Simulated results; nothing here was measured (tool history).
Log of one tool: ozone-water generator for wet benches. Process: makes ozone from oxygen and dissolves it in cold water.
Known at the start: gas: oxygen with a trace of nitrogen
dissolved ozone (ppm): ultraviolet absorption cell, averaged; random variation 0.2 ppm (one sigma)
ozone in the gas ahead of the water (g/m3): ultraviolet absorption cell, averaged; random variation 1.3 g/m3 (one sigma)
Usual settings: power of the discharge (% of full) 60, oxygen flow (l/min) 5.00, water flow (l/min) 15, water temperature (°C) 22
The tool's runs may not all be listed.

run	hour	power of the discharge (% of full)	oxygen flow (l/min)	water flow (l/min)	water temperature (°C)	dissolved ozone (ppm)	ozone in the gas ahead of the water (g/m3)
1	0.0	60	5.00	15	22	28.0	246.2
2	26.5	60	5.00	15	22	27.5	242.9
3	71.3	60	5.00	15	22	27.7	245.0
4	119.1	71	5.00	15	22	30.5	271.4
5	160.0	60	5.00	15	22	27.5	247.3
6	202.4	60	5.00	15	22	27.5	246.1
7	244.5	58	5.00	15	22	26.9	241.2
8	286.1	60	5.00	10	22	35.3	245.9
9	320.4	60	5.00	10	22	35.0	243.0
10	361.1	60	5.00	10	22	35.3	245.9
11	395.8	60	5.00	10	14	40.6	241.6
12	436.6	60	5.00	10	14	41.4	245.4
13	458.3	60	5.00	10	14	41.1	241.6
14	488.0	60	5.00	10	14	40.8	244.0
15	535.5	45	5.00	22	14	19.4	206.1
16	576.7	53	3.04	23	19	18.0	288.2
17	600.4	53	7.20	17	19	24.1	189.3
18	628.7	56	8.98	19	17	23.8	174.8
19	657.4	68	5.00	15	18	30.8	262.1
20	694.2	46	5.45	20	25	17.9	200.3
21	724.3	70	5.45	20	15	26.8	255.2
22	757.6	76	4.48	10	22	40.0	294.2
23	779.0	76	4.48	10	22	40.3	293.6
24	826.8	76	4.48	10	22	39.8	295.4
25	864.7	76	4.48	10	22	39.8	294.0
26	907.6	76	7.38	10	22	36.4	227.1
27	933.2	68	5.00	10	27	33.1	260.1

4 ways to go on from here, each from the tool as it stands after run 27. What would each give?
A	971.8	60	5.00	15	20	?	?
B	971.8	60	4.84	15	22	?	?
C	971.8	47	5.00	15	22	?	?
D	971.8	60	5.00	15	17	?	?

run	dissolved ozone (ppm)	ozone in the gas ahead of the water (g/m3)
A	28.3	241.5
B	27.5	248.6
C	23.7	211.2
D	29.5	244.2
Without the tool's hidden state the same runs would have given:
run	dissolved ozone (ppm)	ozone in the gas ahead of the water (g/m3)
A	30.3	247.6
B	29.6	254.9
C	25.4	215.7
D	31.7	250.3
